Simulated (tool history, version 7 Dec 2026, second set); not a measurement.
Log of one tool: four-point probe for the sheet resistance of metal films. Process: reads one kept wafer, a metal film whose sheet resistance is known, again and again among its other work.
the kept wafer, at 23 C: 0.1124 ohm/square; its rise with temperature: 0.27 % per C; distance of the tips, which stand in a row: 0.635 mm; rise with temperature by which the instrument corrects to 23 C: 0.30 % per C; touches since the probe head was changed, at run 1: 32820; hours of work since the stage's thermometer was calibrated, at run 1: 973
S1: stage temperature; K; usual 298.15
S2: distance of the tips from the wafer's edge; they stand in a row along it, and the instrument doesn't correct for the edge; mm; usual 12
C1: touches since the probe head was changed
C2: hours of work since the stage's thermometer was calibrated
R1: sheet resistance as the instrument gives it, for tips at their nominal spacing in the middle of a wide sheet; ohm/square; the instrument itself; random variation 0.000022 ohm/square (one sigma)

run	day	S1	S2	C1	C2	R1
1	0	298.15	12	32820	973	0.111919
2	1.3	298.15	5	33888	989	0.112678
3	2.433	298.15	12	34815	1002	0.111875
4	3.967	298.15	12	36074	1020	0.111914
5	5.025	298.15	12	36941	1033	0.111937
6	6.85	298.15	12	38439	1054	0.111918
7	7.908	298.15	12	39307	1067	0.111891
# day 8.067: stage's thermometer calibrated
8	8.925	298.15	12	40122	10	0.111899
9	10.429	298.15	12	41358	28	0.111873
10	12.221	293.15	3	42826	49	0.114535
# day 12.579: stage's thermometer calibrated, once more
11	13.225	307.15	45	43634	8	0.111361
12	14.821	294.15	28	44941	26	0.111824
13	16.554	294.15	15	46364	47	0.111886
14	17.958	294.15	15	47515	63	0.111886
15	19.696	294.15	15	48941	84	0.111932
16	21.579	294.15	13	50485	106	0.111884
17	23.425	304.15	39	51999	128	0.111458

3 ways to go on from here, each from the tool as it stands after run 17. What would each give?
A	25.379	306.15	4	53602	151	?
B	25.379	301.15	3	53602	151	?
C	25.379	297.15	55	53602	151	?

run	R1
A	0.112832
B	0.11415
C	0.111655
Without the tool's hidden state the same runs would have given:
run	R1
A	0.113546
B	0.114871
C	0.112361
